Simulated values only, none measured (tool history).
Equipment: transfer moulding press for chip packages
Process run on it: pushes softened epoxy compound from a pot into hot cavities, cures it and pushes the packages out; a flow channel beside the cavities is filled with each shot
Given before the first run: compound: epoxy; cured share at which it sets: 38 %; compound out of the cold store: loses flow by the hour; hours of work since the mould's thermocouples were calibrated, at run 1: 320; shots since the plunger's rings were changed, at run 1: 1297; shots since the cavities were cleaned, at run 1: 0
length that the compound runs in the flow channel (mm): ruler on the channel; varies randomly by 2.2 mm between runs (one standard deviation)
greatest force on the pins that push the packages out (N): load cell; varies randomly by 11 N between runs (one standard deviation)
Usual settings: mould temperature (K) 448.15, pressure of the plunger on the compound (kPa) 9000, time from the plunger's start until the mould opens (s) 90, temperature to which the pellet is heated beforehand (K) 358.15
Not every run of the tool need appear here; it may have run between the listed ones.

run    hour  mould temperature (K)  pressure of the plunger on the compound (kPa)  time from the plunger's start until the mould opens (s)  temperature to which the pellet is heated beforehand (K)  hours of work since the mould's thermocouples were calibrated  shots since the plunger's rings were changed  shots since the cavities were cleaned  incoming compound's hours out of the cold store  length that the compound runs in the flow channel (mm)  greatest force on the pins that push the packages out (N)
  1     0.0                 448.15                                           9000                                                       90                                                    358.15                                                            320                                          1297                                      0                                             22.6                                                     511                                                        495
        7.5  -- mould's thermocouples calibrated
       53.5  -- cavities cleaned with cleaning compound and waxed
  2    59.7                 448.15                                           9000                                                       90                                                    358.15                                                             29                                          1886                                     65                                             23.9                                                     507                                                        500
      108.4  -- cavities cleaned with cleaning compound and waxed
  3   139.9                 448.15                                           9000                                                       90                                                    360.15                                                             73                                          2711                                    330                                             47.4                                                     481                                                        476
      164.6  -- cavities cleaned with cleaning compound and waxed
  4   182.2                 448.15                                           7840                                                       90                                                    360.15                                                             96                                          3139                                    184                                             47.5                                                     445                                                        492
      216.2  -- cavities cleaned with cleaning compound and waxed
  5   237.6                 448.15                                           7840                                                       90                                                    360.15                                                            127                                          3704                                    224                                             27.9                                                     466                                                        511
      247.3  -- plunger's sealing rings changed
      268.1  -- cavities cleaned with cleaning compound and waxed
  6   302.2                 448.15                                           9000                                                       90                                                    358.15                                                            161                                           560                                    358                                              8.5                                                     525                                                        532
      316.6  -- cavities cleaned with cleaning compound and waxed
      366.3  -- cavities cleaned with cleaning compound and waxed
  7   382.6                 448.15                                           9000                                                       90                                                    358.15                                                            205                                          1372                                    171                                             24.5                                                     508                                                        489
      416.7  -- cavities cleaned with cleaning compound and waxed
  8   438.1                 448.15                                           9000                                                       90                                                    349.15                                                            236                                          1938                                    224                                             35.6                                                     490                                                        490
      465.7  -- cavities cleaned with cleaning compound and waxed
      521.1  -- cavities cleaned with cleaning compound and waxed
  9   523.9                 448.15                                           9000                                                       90                                                    349.15                                                            283                                          2807                                     30                                             28.7                                                     499                                                        501
      572.5  -- cavities cleaned with cleaning compound and waxed
      604.0  -- mould's thermocouples calibrated
 10   611.2                 448.15                                           9000                                                       90                                                    349.15                                                              4                                          3686                                    385                                             23.8                                                     508                                                        512
      627.1  -- plunger's sealing rings changed
      628.6  -- cavities cleaned with cleaning compound and waxed
      676.8  -- cavities cleaned with cleaning compound and waxed
 11   693.1                 448.15                                           9000                                                       90                                                    359.15                                                             47                                           661                                    171                                             30.1                                                     503                                                        481
      724.8  -- cavities cleaned with cleaning compound and waxed
 12   742.9                 448.15                                           9000                                                       90                                                    358.15                                                             75                                          1168                                    190                                             25.0                                                     505                                                        498
      776.7  -- cavities cleaned with cleaning compound and waxed
 13   805.4                 448.15                                           9000                                                       90                                                    358.15                                                            109                                          1807                                    301                                             25.4                                                     503                                                        522
      829.3  -- cavities cleaned with cleaning compound and waxed
      882.3  -- cavities cleaned with cleaning compound and waxed
 14   889.2                 448.15                                           9000                                                       90                                                    358.15                                                            155                                          2655                                     73                                             10.0                                                     527                                                        520
      931.8  -- cavities cleaned with cleaning compound and waxed
 15   939.4                 448.15                                           9000                                                       90                                                    358.15                                                            183                                          3165                                     79                                             12.8                                                     519                                                        502
      987.2  -- cavities cleaned with cleaning compound and waxed
     1001.7  -- plunger's sealing rings changed
 16  1023.2                 450.15                                           7530                                                       90                                                    358.15                                                            228                                           226                                    351                                             32.9                                                     453                                                        474
     1041.6  -- cavities cleaned with cleaning compound and waxed
     1093.8  -- cavities cleaned with cleaning compound and waxed
 17  1112.1                 447.15                                          10910                                                       90                                                    358.15                                                            276                                          1126                                    191                                             47.7                                                     525                                                        525
     1149.8  -- cavities cleaned with cleaning compound and waxed
     1202.1  -- mould's thermocouples calibrated
     1203.6  -- cavities cleaned with cleaning compound and waxed
 18  1212.7                 455.15                                          10340                                                       90                                                    358.15                                                              5                                          2129                                     95                                             46.2                                                     498                                                        399
     1253.5  -- cavities cleaned with cleaning compound and waxed
 19  1255.3                 442.15                                           9070                                                       96                                                    358.15                                                             28                                          2560                                     19                                             45.5                                                     497                                                        622
 20  1295.8                 451.15                                           8990                                                       90                                                    358.15                                                             51                                          2985                                    444                                              9.1                                                     515                                                        453
     1302.2  -- cavities cleaned with cleaning compound and waxed
 21  1344.7                 451.15                                           7050                                                       71                                                    364.15                                                             78                                          3482                                    446                                             17.1                                                     450                                                        668
     1353.7  -- cavities cleaned with cleaning compound and waxed
     1376.8  -- plunger's sealing rings changed
     1405.8  -- cavities cleaned with cleaning compound and waxed
 22  1424.8                 455.15                                           9000                                                       90                                                    365.15                                                            121                                           489                                    200                                             29.8                                                     486                                                        377
     1456.1  -- cavities cleaned with cleaning compound and waxed
 23  1475.8                 445.15                                           9000                                                       90                                                    361.15                                                            149                                          1007                                    206                                             27.1                                                     511                                                        585
     1507.3  -- cavities cleaned with cleaning compound and waxed
 24  1536.1                 445.15                                           9000                                                       90                                                    361.15                                                            182                                          1624                                    301                                             25.3                                                     509                                                        590
     1560.6  -- cavities cleaned with cleaning compound and waxed
 25  1601.8                 445.15                                           9000                                                       90                                                    361.15                                                            218                                          2298                                    432                                             20.5                                                     517                                                        591

Describe how what the log doesn't record of the tool's condition differs between the last listed run preceding each entry between runs and the first listed run following it.
After run 1, before run 2: mould's thermocouples calibrated (hour 7.5); cavities cleaned with cleaning compound and waxed (hour 53.5)
  true mould temperature over the reading, C: 0.02 -> 0; pressure that reaches the compound, % of what is set: 99.93 -> 99.89; grip of the stained cavities, % over clean ones': 0 -> 0.1
After run 2, before run 3: cavities cleaned with cleaning compound and waxed (hour 108.4)
  pressure that reaches the compound, % of what is set: 99.89 -> 99.85; grip of the stained cavities, % over clean ones': 0.1 -> 0.6
After run 3, before run 4: cavities cleaned with cleaning compound and waxed (hour 164.6)
  true mould temperature over the reading, C: 0 -> 0.01; pressure that reaches the compound, % of what is set: 99.85 -> 99.82; grip of the stained cavities, % over clean ones': 0.6 -> 0.4
After run 4, before run 5: cavities cleaned with cleaning compound and waxed (hour 216.2)
  pressure that reaches the compound, % of what is set: 99.82 -> 99.79
After run 5, before run 6: plunger's sealing rings changed (hour 247.3); cavities cleaned with cleaning compound and waxed (hour 268.1)
  pressure that reaches the compound, % of what is set: 99.79 -> 99.96; grip of the stained cavities, % over clean ones': 0.4 -> 0.6
After run 6, before run 7: cavities cleaned with cleaning compound and waxed (hour 316.6); cavities cleaned with cleaning compound and waxed (hour 366.3)
  pressure that reaches the compound, % of what is set: 99.96 -> 99.91; grip of the stained cavities, % over clean ones': 0.6 -> 0.4
After run 7, before run 8: cavities cleaned with cleaning compound and waxed (hour 416.7)
  pressure that reaches the compound, % of what is set: 99.91 -> 99.88; grip of the stained cavities, % over clean ones': 0.4 -> 0.5
After run 8, before run 9: cavities cleaned with cleaning compound and waxed (hour 465.7); cavities cleaned with cleaning compound and waxed (hour 521.1)
  pressure that reaches the compound, % of what is set: 99.88 -> 99.83; grip of the stained cavities, % over clean ones': 0.5 -> 0.1
After run 9, before run 10: cavities cleaned with cleaning compound and waxed (hour 572.5); mould's thermocouples calibrated (hour 604.0)
  pressure that reaches the compound, % of what is set: 99.83 -> 99.79; grip of the stained cavities, % over clean ones': 0.1 -> 0.7
After run 10, before run 11: plunger's sealing rings changed (hour 627.1); cavities cleaned with cleaning compound and waxed (hour 628.6); cavities cleaned with cleaning compound and waxed (hour 676.8)
  pressure that reaches the compound, % of what is set: 99.79 -> 99.96; grip of the stained cavities, % over clean ones': 0.7 -> 0.4
After run 11, before run 12: cavities cleaned with cleaning compound and waxed (hour 724.8)
  pressure that reaches the compound, % of what is set: 99.96 -> 99.93
After run 12, before run 13: cavities cleaned with cleaning compound and waxed (hour 776.7)
  pressure that reaches the compound, % of what is set: 99.93 -> 99.9; grip of the stained cavities, % over clean ones': 0.4 -> 0.6
After run 13, before run 14: cavities cleaned with cleaning compound and waxed (hour 829.3); cavities cleaned with cleaning compound and waxed (hour 882.3)
  pressure that reaches the compound, % of what is set: 99.9 -> 99.85; grip of the stained cavities, % over clean ones': 0.6 -> 0.2
After run 14, before run 15: cavities cleaned with cleaning compound and waxed (hour 931.8)
  pressure that reaches the compound, % of what is set: 99.85 -> 99.82
After run 15, before run 16: cavities cleaned with cleaning compound and waxed (hour 987.2); plunger's sealing rings changed (hour 1001.7)
  pressure that reaches the compound, % of what is set: 99.82 -> 99.97; grip of the stained cavities, % over clean ones': 0.2 -> 0.7
After run 16, before run 17: cavities cleaned with cleaning compound and waxed (hour 1041.6); cavities cleaned with cleaning compound and waxed (hour 1093.8)
  pressure that reaches the compound, % of what is set: 99.97 -> 99.93; grip of the stained cavities, % over clean ones': 0.7 -> 0.4
After run 17, before run 18: cavities cleaned with cleaning compound and waxed (hour 1149.8); mould's thermocouples calibrated (hour 1202.1); cavities cleaned with cleaning compound and waxed (hour 1203.6)
  true mould temperature over the reading, C: 0.01 -> 0; pressure that reaches the compound, % of what is set: 99.93 -> 99.87; grip of the stained cavities, % over clean ones': 0.4 -> 0.3
After run 18, before run 19: cavities cleaned with cleaning compound and waxed (hour 1253.5)
  pressure that reaches the compound, % of what is set: 99.87 -> 99.85; grip of the stained cavities, % over clean ones': 0.3 -> 0
After run 20, before run 21: cavities cleaned with cleaning compound and waxed (hour 1302.2)
  pressure that reaches the compound, % of what is set: 99.82 -> 99.79
After run 21, before run 22: cavities cleaned with cleaning compound and waxed (hour 1353.7); plunger's sealing rings changed (hour 1376.8); cavities cleaned with cleaning compound and waxed (hour 1405.8)
  pressure that reaches the compound, % of what is set: 99.79 -> 99.97; grip of the stained cavities, % over clean ones': 0.8 -> 0.4
After run 22, before run 23: cavities cleaned with cleaning compound and waxed (hour 1456.1)
  pressure that reaches the compound, % of what is set: 99.97 -> 99.94
After run 23, before run 24: cavities cleaned with cleaning compound and waxed (hour 1507.3)
  pressure that reaches the compound, % of what is set: 99.94 -> 99.91; grip of the stained cavities, % over clean ones': 0.4 -> 0.6
After run 24, before run 25: cavities cleaned with cleaning compound and waxed (hour 1560.6)
  true mould temperature over the reading, C: 0 -> 0.01; pressure that reaches the compound, % of what is set: 99.91 -> 99.87; grip of the stained cavities, % over clean ones': 0.6 -> 0.7
